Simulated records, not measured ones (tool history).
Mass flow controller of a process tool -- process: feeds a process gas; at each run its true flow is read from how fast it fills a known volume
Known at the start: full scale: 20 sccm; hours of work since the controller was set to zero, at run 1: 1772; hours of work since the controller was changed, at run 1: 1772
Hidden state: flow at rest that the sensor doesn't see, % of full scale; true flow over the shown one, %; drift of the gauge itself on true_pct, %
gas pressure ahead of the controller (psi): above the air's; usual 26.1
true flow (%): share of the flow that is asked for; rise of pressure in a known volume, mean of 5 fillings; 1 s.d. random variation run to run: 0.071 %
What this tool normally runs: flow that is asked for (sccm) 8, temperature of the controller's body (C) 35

run	day	flow that is asked for (sccm)	gas pressure ahead of the controller (psi)	temperature of the controller's body (C)	hours of work since the controller was set to zero	hours of work since the controller was changed	true flow (%)
1	0.000	8	26.1	35	1772	1772	98.77
2	3.592	8	26.1	35	1829	1829	98.83
3	6.588	8	26.1	35	1875	1875	98.73
4	9.892	8	27.4	35	1927	1927	98.73
5	14.596	8	27.4	35	2000	2000	98.84
6	17.562	8	27.4	35	2047	2047	98.81
7	22.375	8	27.4	35	2122	2122	98.76
8	25.388	8	22.0	27	2169	2169	97.67
9	27.458	8	37.0	29	2201	2201	98.45
10	30.000	8	37.0	29	2241	2241	98.42
11	34.342	5	35.7	35	2309	2309	98.13
12	38.204	8	35.7	35	2369	2369	98.95
13	40.308	13	32.3	21	2402	2402	98.29
14	44.546	13	32.3	21	2468	2468	98.33

Consider 4 possible next runs. They are alternatives, not a sequence: every one starts from the tool as it was left by run 14. What does each give?
A	48.467	8	21.3	35	2530	2530	?
B	48.467	13	20.3	21	2530	2530	?
C	48.467	10	37.6	25	2530	2530	?
D	48.467	14	31.2	21	2530	2530	?

run	true flow (%)
A	98.28
B	97.68
C	98.31
D	98.43
Had the tool no hidden state, the same runs would have come out as:
run	true flow (%)
A	99.31
B	98.40
C	99.18
D	99.11

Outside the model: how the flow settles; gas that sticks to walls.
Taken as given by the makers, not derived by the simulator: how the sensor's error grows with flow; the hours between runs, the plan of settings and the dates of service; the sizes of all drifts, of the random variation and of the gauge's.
